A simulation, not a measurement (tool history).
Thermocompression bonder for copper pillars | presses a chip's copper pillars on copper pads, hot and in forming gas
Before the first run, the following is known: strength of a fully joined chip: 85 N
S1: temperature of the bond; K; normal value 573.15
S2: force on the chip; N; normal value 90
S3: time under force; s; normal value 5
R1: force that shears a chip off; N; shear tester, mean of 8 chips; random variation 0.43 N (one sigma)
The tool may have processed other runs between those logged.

| run | hour | S1 | S2 | S3 | R1 |
|---|---|---|---|---|---|
| 1 | 0 | 573.15 | 90 | 5 | 55.7 |
| 2 | 15.4 | 573.15 | 90 | 5 | 55.1 |
| 3 | 25 | 574.15 | 90 | 5 | 55.4 |
| 4 | 38 | 574.15 | 90 | 5 | 55.6 |
| 5 | 54.4 | 573.15 | 65 | 5 | 41 |
| 6 | 73 | 573.15 | 90 | 6 | 57.7 |
| 7 | 85.1 | 573.15 | 90 | 6 | 56.6 |
| 8 | 99.9 | 573.15 | 90 | 6 | 57.9 |
| 9 | 115.9 | 573.15 | 90 | 6 | 57.3 |
| 10 | 125.4 | 584.15 | 90 | 5 | 57.9 |
| 11 | 141.8 | 584.15 | 90 | 5 | 57.5 |
| 12 | 150.4 | 551.15 | 90 | 3 | 40 |
| 13 | 164.7 | 573.15 | 90 | 7 | 59.7 |
| 14 | 179.3 | 573.15 | 90 | 7 | 59 |
| 15 | 196.1 | 573.15 | 90 | 7 | 59.1 |
| 16 | 209.8 | 573.15 | 90 | 7 | 59.5 |
| 17 | 220.7 | 554.15 | 125 | 7 | 66.9 |
| 18 | 232.8 | 573.15 | 121 | 7 | 69.1 |
| 19 | 243.4 | 561.15 | 68 | 9 | 47.7 |
| 20 | 254.7 | 573.15 | 70 | 5 | 43.5 |
| 21 | 269.9 | 573.15 | 61 | 5 | 38.7 |

Here are 5 independent what-if runs from the current tool condition. What would each one return?
| A | 280.4 | 569.15 | 122 | 9 | ? |
| B | 280.4 | 545.15 | 90 | 5 | ? |
| C | 280.4 | 573.15 | 68 | 12 | ? |
| D | 280.4 | 555.15 | 129 | 6 | ? |
| E | 280.4 | 573.15 | 61 | 3 | ? |

| run | R1 |
|---|---|
| A | 71.8 |
| B | 44.7 |
| C | 54 |
| D | 65.1 |
| E | 30.7 |
Take away the tool's hidden state, keep each run's random variation, and the runs would have read:
| run | R1 |
|---|---|
| A | 73 |
| B | 43.3 |
| C | 53.3 |
| D | 65.2 |
| E | 29.5 |
